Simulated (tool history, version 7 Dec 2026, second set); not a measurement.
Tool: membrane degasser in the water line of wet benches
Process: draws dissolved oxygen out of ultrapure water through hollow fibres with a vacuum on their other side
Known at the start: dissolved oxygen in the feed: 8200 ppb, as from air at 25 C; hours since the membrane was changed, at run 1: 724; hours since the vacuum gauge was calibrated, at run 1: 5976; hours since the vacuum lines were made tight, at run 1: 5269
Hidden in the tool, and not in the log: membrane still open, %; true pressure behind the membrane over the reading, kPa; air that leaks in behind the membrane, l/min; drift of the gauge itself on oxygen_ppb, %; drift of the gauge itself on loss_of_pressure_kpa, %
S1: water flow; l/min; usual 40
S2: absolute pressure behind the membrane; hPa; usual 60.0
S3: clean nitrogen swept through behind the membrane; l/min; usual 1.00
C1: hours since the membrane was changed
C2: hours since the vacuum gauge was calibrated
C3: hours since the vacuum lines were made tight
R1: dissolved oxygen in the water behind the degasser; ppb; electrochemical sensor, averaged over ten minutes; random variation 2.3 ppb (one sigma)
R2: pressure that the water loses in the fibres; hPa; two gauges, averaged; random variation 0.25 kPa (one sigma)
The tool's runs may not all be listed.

Run 1, hour 0.0: usual settings; C1 724; C2 5976; C3 5269. Result: R1 223.6 ppb, R2 655.0 hPa.
Run 2, hour 46.0: usual settings; C1 770; C2 6022; C3 5315. Result: R1 225.3 ppb, R2 650.6 hPa.
Run 3, hour 118.0: usual settings; C1 842; C2 6094; C3 5387. Result: R1 225.8 ppb, R2 649.5 hPa.
Run 4, hour 155.2: usual settings; C1 879; C2 6131; C3 5424. Result: R1 225.2 ppb, R2 653.1 hPa.
Run 5, hour 199.2: usual settings; C1 923; C2 6175; C3 5468. Result: R1 222.9 ppb, R2 652.6 hPa.
Run 6, hour 255.6: usual settings; C1 979; C2 6232; C3 5525. Result: R1 224.8 ppb, R2 651.4 hPa.
Run 7, hour 317.8: usual settings; C1 1041; C2 6294; C3 5587. Result: R1 227.2 ppb, R2 648.8 hPa.
Run 8, hour 361.5: usual settings; C1 1085; C2 6337; C3 5630. Result: R1 227.1 ppb, R2 649.7 hPa.
Run 9, hour 432.7: usual settings but S1 59 l/min, S2 80.2 hPa; C1 1156; C2 6409; C3 5702. Result: R1 526.9 ppb, R2 954.7 hPa.
Run 10, hour 468.8: usual settings but S1 59 l/min, S2 80.2 hPa; C1 1192; C2 6445; C3 5738. Result: R1 528.8 ppb, R2 950.8 hPa.
Run 11, hour 518.2: usual settings but S1 59 l/min, S2 80.2 hPa; C1 1242; C2 6494; C3 5787. Result: R1 520.3 ppb, R2 952.9 hPa.
Run 12, hour 587.4: usual settings but S1 59 l/min, S2 40.2 hPa; C1 1311; C2 6563; C3 5856. Result: R1 120.3 ppb, R2 953.0 hPa.

Forecast each of these 3 alternatives for the next run:
Run A, hour 618.2: usual settings but S1 59 l/min, S2 40.2 hPa, S3 0.56 l/min; C1 1342; C2 6594; C3 5887. Result: R1 ?, R2 ?.
Run B, hour 618.2: usual settings but S1 56 l/min, S2 60.4 hPa, S3 0.75 l/min; C1 1342; C2 6594; C3 5887. Result: R1 ?, R2 ?.
Run C, hour 618.2: usual settings but S1 61 l/min, S3 0.42 l/min; C1 1342; C2 6594; C3 5887. Result: R1 ?, R2 ?.

run     R1     R2
  A  161.3  949.3
  B  374.2  906.6
  C  552.8  985.4
Without the tool's hidden state the same runs would have given:
run     R1     R2
  A  160.6  956.3
  B  373.7  913.2
  C  552.1  992.7

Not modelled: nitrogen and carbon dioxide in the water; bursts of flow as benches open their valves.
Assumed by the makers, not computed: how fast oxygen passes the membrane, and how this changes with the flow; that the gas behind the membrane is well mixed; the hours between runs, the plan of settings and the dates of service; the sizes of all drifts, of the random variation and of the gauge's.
